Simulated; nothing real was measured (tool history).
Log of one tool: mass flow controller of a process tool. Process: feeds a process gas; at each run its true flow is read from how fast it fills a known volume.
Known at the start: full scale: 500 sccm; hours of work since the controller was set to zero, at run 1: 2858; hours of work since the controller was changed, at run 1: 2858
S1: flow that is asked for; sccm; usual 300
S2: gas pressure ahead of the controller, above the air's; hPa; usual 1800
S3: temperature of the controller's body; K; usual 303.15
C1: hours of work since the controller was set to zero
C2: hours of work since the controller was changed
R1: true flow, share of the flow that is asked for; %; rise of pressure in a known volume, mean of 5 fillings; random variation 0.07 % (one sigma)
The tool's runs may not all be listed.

run     day   S1    S2      S3    C1    C2      R1
  1   0.000  300  1800  303.15  2858  2858   98.85
  2   4.308   73  1800  303.15  2927  2927  101.42
  3  10.904   97  1800  303.15  3033  3033  100.60
  4  16.329   97  1800  303.15  3120  3120  100.72
  5  22.704   97  1800  303.15  3222  3222  100.73
  6  29.008   97  1800  303.15  3323  3323  100.73
  7  33.967  116  1800  303.15  3403  3403  100.11
  8  41.308  213  1470  296.15  3521  3521   99.72
  9  48.600  267  1960  303.15  3638  3638   98.77
 10  55.854  264  1800  305.15  3754  3754   98.61
 11  63.175  264  1470  312.15  3871  3871   97.51
 12  66.808   56  2620  299.15  3929  3929  104.54
 13  71.992  282  2460  303.15  4013  4013   98.99

Forecast each of these 5 alternatives for the next run:
  A  77.192  411  1670  303.15  4096  4096   ?
  B  77.192  159  1770  303.15  4096  4096   ?
  C  77.192  222  2460  313.15  4096  4096   ?
  D  77.192   81  1460  295.15  4096  4096   ?
  E  77.192   99  2460  302.15  4096  4096   ?

run      R1
  A   98.33
  B   99.59
  C   98.16
  D  102.70
  E  101.39
Without the tool's hidden state the same runs would have given:
run     R1
  A  99.19
  B  99.00
  C  98.24
  D  99.80
  E  99.34
